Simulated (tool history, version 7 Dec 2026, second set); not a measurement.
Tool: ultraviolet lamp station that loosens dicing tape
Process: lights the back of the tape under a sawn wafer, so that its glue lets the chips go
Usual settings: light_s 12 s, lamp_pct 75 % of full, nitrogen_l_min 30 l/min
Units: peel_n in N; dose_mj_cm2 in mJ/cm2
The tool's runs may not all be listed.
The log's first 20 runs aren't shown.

run,hour,light_s,lamp_pct,nitrogen_l_min,peel_n,dose_mj_cm2
21,325.9,12,75,30,1.096,230
22,341.3,12,75,30,1.109,230
23,362.3,12,87,15,1.358,265
24,373.4,10,68,31,1.728,172
25,395.4,7,67,18,3.047,117
26,415.3,7,67,18,3.142,120
27,439.4,19,71,22,0.713,338
28,451.2,12,96,30,0.765,282
29,461.5,9,62,58,1.805,137
30,473.2,24,72,54,0.282,428
31,495.8,6,76,30,2.831,110
32,516.7,6,76,30,2.927,108
33,536.8,12,75,22,1.461,219
34,561.2,14,79,22,1.041,268
35,585.7,8,79,24,2.22,151
# hour 607.9: window cleaned of glue's vapour
36,608.2,9,69,20,2.206,169
37,632,9,69,20,2.151,166
38,644.9,9,69,20,2.212,162
39,666.3,13,69,13,1.77,235
40,687.1,13,69,13,1.757,237
41,701.9,12,64,10,2.357,197
42,713.8,14,88,30,0.646,322

Forecast each of these 4 alternatives for the next run:
A,732.5,20,88,55,?,?
B,732.5,12,88,57,?,?
C,732.5,8,85,30,?,?
D,732.5,16,86,30,?,?

run,peel_n,dose_mj_cm2
A,0.255,456
B,0.563,269
C,1.734,176
D,0.5,356
Without the tool's hidden state the same runs would have given:
run,peel_n,dose_mj_cm2
A,0.225,533
B,0.422,315
C,1.381,206
D,0.375,416

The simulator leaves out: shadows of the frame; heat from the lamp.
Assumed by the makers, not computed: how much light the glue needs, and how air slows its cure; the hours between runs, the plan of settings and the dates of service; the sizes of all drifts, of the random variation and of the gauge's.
